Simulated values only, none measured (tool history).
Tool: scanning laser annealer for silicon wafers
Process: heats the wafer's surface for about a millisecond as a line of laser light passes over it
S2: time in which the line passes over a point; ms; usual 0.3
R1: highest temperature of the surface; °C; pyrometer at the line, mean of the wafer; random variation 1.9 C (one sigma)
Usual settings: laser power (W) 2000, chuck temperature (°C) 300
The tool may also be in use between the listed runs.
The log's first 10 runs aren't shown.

-- day=22.258 optics aligned, line set to its width
run 11 day=23.788 | laser_power_(W)=1917 S2=0.3 chuck_temperature_(°C)=300 | R1=1067
run 12 day=25.258 | laser_power_(W)=2000 S2=0.3 chuck_temperature_(°C)=300 | R1=1111
run 13 day=27.171 | laser_power_(W)=2000 S2=0.255 chuck_temperature_(°C)=300 | R1=1039
run 14 day=28.721 | laser_power_(W)=2000 S2=0.3 chuck_temperature_(°C)=300 | R1=1105
run 15 day=30.754 | laser_power_(W)=2000 S2=0.3 chuck_temperature_(°C)=271 | R1=1079
run 16 day=33.429 | laser_power_(W)=2000 S2=0.3 chuck_temperature_(°C)=271 | R1=1077
run 17 day=35.271 | laser_power_(W)=2000 S2=0.3 chuck_temperature_(°C)=271 | R1=1078
run 18 day=36.883 | laser_power_(W)=1730 S2=0.292 chuck_temperature_(°C)=300 | R1=962
run 19 day=40.108 | laser_power_(W)=2027 S2=0.28 chuck_temperature_(°C)=290 | R1=1084
run 20 day=41.583 | laser_power_(W)=2136 S2=0.298 chuck_temperature_(°C)=290 | R1=1170
run 21 day=43.917 | laser_power_(W)=1784 S2=0.225 chuck_temperature_(°C)=300 | R1=892
run 22 day=45.646 | laser_power_(W)=1769 S2=0.298 chuck_temperature_(°C)=273 | R1=961
-- day=46.412 window over the wafer cleaned
run 23 day=48.8 | laser_power_(W)=1938 S2=0.298 chuck_temperature_(°C)=299 | R1=1070
run 24 day=51.983 | laser_power_(W)=1704 S2=0.298 chuck_temperature_(°C)=299 | R1=958
run 25 day=53.838 | laser_power_(W)=1868 S2=0.257 chuck_temperature_(°C)=338 | R1=1021
run 26 day=56.779 | laser_power_(W)=1868 S2=0.257 chuck_temperature_(°C)=338 | R1=1019
run 27 day=59.654 | laser_power_(W)=2053 S2=0.259 chuck_temperature_(°C)=264 | R1=1037
run 28 day=62.008 | laser_power_(W)=2000 S2=0.238 chuck_temperature_(°C)=300 | R1=1011
run 29 day=64.979 | laser_power_(W)=1805 S2=0.263 chuck_temperature_(°C)=327 | R1=985
run 30 day=66.308 | laser_power_(W)=1805 S2=0.251 chuck_temperature_(°C)=287 | R1=929
run 31 day=69.362 | laser_power_(W)=2186 S2=0.224 chuck_temperature_(°C)=299 | R1=1071
run 32 day=70.817 | laser_power_(W)=2000 S2=0.296 chuck_temperature_(°C)=300 | R1=1102
run 33 day=72.2 | laser_power_(W)=2111 S2=0.296 chuck_temperature_(°C)=300 | R1=1163

4 ways to go on from here, each from the tool as it stands after run 33. What would each give?
run A day=74.333 | laser_power_(W)=1755 S2=0.27 chuck_temperature_(°C)=322 | R1=?
run B day=74.333 | laser_power_(W)=1707 S2=0.222 chuck_temperature_(°C)=338 | R1=?
run C day=74.333 | laser_power_(W)=1735 S2=0.34 chuck_temperature_(°C)=262 | R1=?
run D day=74.333 | laser_power_(W)=1730 S2=0.353 chuck_temperature_(°C)=322 | R1=?

run=A R1=968
run=B R1=899
run=C R1=985
run=D R1=1060
Without the tool's hidden state the same runs would have given:
run=A R1=969
run=B R1=899
run=C R1=986
run=D R1=1061

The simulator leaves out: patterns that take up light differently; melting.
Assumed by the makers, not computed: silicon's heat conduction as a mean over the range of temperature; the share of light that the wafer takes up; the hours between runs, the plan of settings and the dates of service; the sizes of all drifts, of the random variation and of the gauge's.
